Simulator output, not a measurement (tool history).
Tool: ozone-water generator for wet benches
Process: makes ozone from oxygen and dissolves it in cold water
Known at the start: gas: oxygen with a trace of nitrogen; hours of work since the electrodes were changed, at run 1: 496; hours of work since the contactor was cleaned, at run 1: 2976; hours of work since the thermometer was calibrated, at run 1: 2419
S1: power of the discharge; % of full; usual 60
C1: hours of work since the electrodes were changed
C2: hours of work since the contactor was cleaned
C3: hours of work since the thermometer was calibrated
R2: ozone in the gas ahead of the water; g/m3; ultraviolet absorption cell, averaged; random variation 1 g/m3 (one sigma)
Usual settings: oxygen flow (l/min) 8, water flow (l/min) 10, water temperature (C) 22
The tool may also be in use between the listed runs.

Run 1, hour 0: usual settings; C1 496; C2 2976; C3 2419. Result: dissolved ozone (ppm) 21, R2 183.8 g/m3.
Run 2, hour 27: usual settings but water temperature (C) 18; C1 516; C2 2996; C3 2439. Result: dissolved ozone (ppm) 22.9, R2 182.5 g/m3.
Run 3, hour 73.9: usual settings but water temperature (C) 18; C1 551; C2 3031; C3 2474. Result: dissolved ozone (ppm) 22.6, R2 180.9 g/m3.
Run 4, hour 96.5: usual settings but S1 50 % of full; C1 568; C2 3048; C3 2491. Result: dissolved ozone (ppm) 18.9, R2 163.4 g/m3.
Run 5, hour 117.3: usual settings but S1 50 % of full; C1 583; C2 3064; C3 2507. Result: dissolved ozone (ppm) 18.7, R2 162.4 g/m3.
Run 6, hour 139.2: usual settings but S1 81 % of full; C1 600; C2 3080; C3 2523. Result: dissolved ozone (ppm) 25.1, R2 215.7 g/m3.
Run 7, hour 168.9: usual settings but S1 81 % of full; C1 622; C2 3102; C3 2546. Result: dissolved ozone (ppm) 24.6, R2 215.8 g/m3.
Run 8, hour 198.9: usual settings but S1 81 % of full, water temperature (C) 21; C1 645; C2 3125; C3 2568. Result: dissolved ozone (ppm) 25.3, R2 216.3 g/m3.
Run 9, hour 237.3: usual settings but S1 81 % of full, water temperature (C) 21; C1 673; C2 3154; C3 2597. Result: dissolved ozone (ppm) 25.3, R2 216.1 g/m3.
At hour 241.7: water thermometer calibrated.
Run 10, hour 265.2: usual settings but S1 81 % of full, oxygen flow (l/min) 10.39, water temperature (C) 21; C1 694; C2 3174; C3 18. Result: dissolved ozone (ppm) 23.9, R2 189.6 g/m3.
Run 11, hour 301.9: usual settings but S1 81 % of full, oxygen flow (l/min) 10.39, water temperature (C) 21; C1 721; C2 3202; C3 45. Result: dissolved ozone (ppm) 23.7, R2 190.3 g/m3.
Run 12, hour 341.2: usual settings but oxygen flow (l/min) 4.04, water temperature (C) 16; C1 751; C2 3231; C3 74. Result: dissolved ozone (ppm) 24.9, R2 248.5 g/m3.
At hour 380.6: water thermometer calibrated, once more.
Run 13, hour 389.3: usual settings but S1 61 % of full, water temperature (C) 18; C1 786; C2 3267; C3 7. Result: dissolved ozone (ppm) 23.2, R2 183 g/m3.
Run 14, hour 421.3: usual settings but S1 46 % of full, water temperature (C) 18; C1 810; C2 3291; C3 30. Result: dissolved ozone (ppm) 19.5, R2 155.9 g/m3.
Run 15, hour 466.4: usual settings but oxygen flow (l/min) 7.95; C1 844; C2 3324; C3 64. Result: dissolved ozone (ppm) 20.6, R2 181.8 g/m3.
Run 16, hour 515.2: usual settings but S1 49 % of full, oxygen flow (l/min) 7.95, water temperature (C) 18; C1 880; C2 3361; C3 101. Result: dissolved ozone (ppm) 20.2, R2 162.3 g/m3.

Forecast each of these 3 alternatives for the next run:
Run A, hour 562.9: usual settings but water flow (l/min) 14; C1 916; C2 3397; C3 136. Result: dissolved ozone (ppm) ?, R2 ?.
Run B, hour 562.9: usual settings but water flow (l/min) 9, water temperature (C) 18; C1 916; C2 3397; C3 136. Result: dissolved ozone (ppm) ?, R2 ?.
Run C, hour 562.9: usual settings but S1 49 % of full, oxygen flow (l/min) 5.36; C1 916; C2 3397; C3 136. Result: dissolved ozone (ppm) ?, R2 ?.

run  dissolved ozone (ppm)     R2
  A                   16.9  180.1
  B                   23.9  181.6
  C                   19.2  192.7
Without the tool's hidden state the same runs would have given:
run  dissolved ozone (ppm)     R2
  A                   18.4  184.5
  B                   25.9    186
  C                   20.8  196.8
